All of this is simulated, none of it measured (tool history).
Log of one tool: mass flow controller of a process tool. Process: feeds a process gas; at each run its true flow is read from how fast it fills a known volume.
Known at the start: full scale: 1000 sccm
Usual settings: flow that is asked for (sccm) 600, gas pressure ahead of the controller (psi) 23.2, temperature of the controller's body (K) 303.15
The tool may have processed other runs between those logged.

run,hour,flow that is asked for (sccm),gas pressure ahead of the controller (psi),temperature of the controller's body (K),true flow (%)
1,0.0,600,23.2,303.15,99.07
2,78.9,239,23.2,303.15,98.66
3,145.8,600,23.2,307.15,98.67
4,205.2,600,23.2,307.15,98.68
5,322.2,600,23.2,303.15,98.98
6,382.2,188,23.2,303.15,98.36
7,431.3,188,23.2,303.15,98.63
8,506.7,188,23.2,303.15,98.68
9,574.9,188,23.2,303.15,98.43
10,638.0,188,23.2,303.15,98.49
11,687.3,188,23.2,303.15,98.63
12,744.6,600,23.2,303.15,99.08
13,835.2,600,23.2,303.15,99.13
14,934.0,600,23.2,303.15,98.96
15,1023.3,600,23.1,303.15,99.10
16,1118.6,600,23.1,303.15,99.03
17,1204.3,600,23.1,303.15,99.17
18,1292.6,600,23.1,303.15,99.14
19,1349.1,600,21.5,303.15,99.16
20,1438.8,600,21.5,303.15,99.17
21,1548.7,600,21.5,303.15,99.14
22,1624.6,600,23.2,303.15,99.04
23,1716.7,600,23.2,303.15,99.09
24,1803.5,600,23.2,303.15,99.06
25,1904.5,600,35.5,303.15,98.73
26,1993.0,240,25.7,295.15,99.39
27,2048.0,333,23.2,305.15,98.42
28,2099.0,195,22.0,296.15,99.26
29,2150.6,600,28.6,294.15,99.88
30,2235.0,600,31.0,294.15,99.98
31,2340.2,600,39.6,303.15,98.73
32,2429.4,602,32.9,298.15,99.34
33,2486.4,602,32.9,298.15,99.45
34,2569.5,564,32.9,298.15,99.45
35,2638.8,600,23.2,301.15,99.10
36,2745.6,600,23.2,301.15,99.40
37,2852.5,600,21.0,311.15,98.53
38,2920.2,600,23.2,307.15,98.59
39,3009.8,600,23.2,307.15,98.72
40,3105.3,745,23.2,303.15,99.21
41,3214.1,102,23.2,307.15,98.05
42,3318.7,352,30.7,302.15,98.63
43,3407.3,600,23.2,297.15,99.71
44,3509.8,600,23.2,297.15,99.72
45,3569.7,600,33.4,299.15,99.33

Run 46 is up next; what results do you expect?
46,3638.2,600,40.5,308.15,?

Run 46 yielded true flow (%) 98.16.
Take away the tool's hidden state, keep the run-to-run variation as it was, and the same run would have given true flow (%) 98.16.
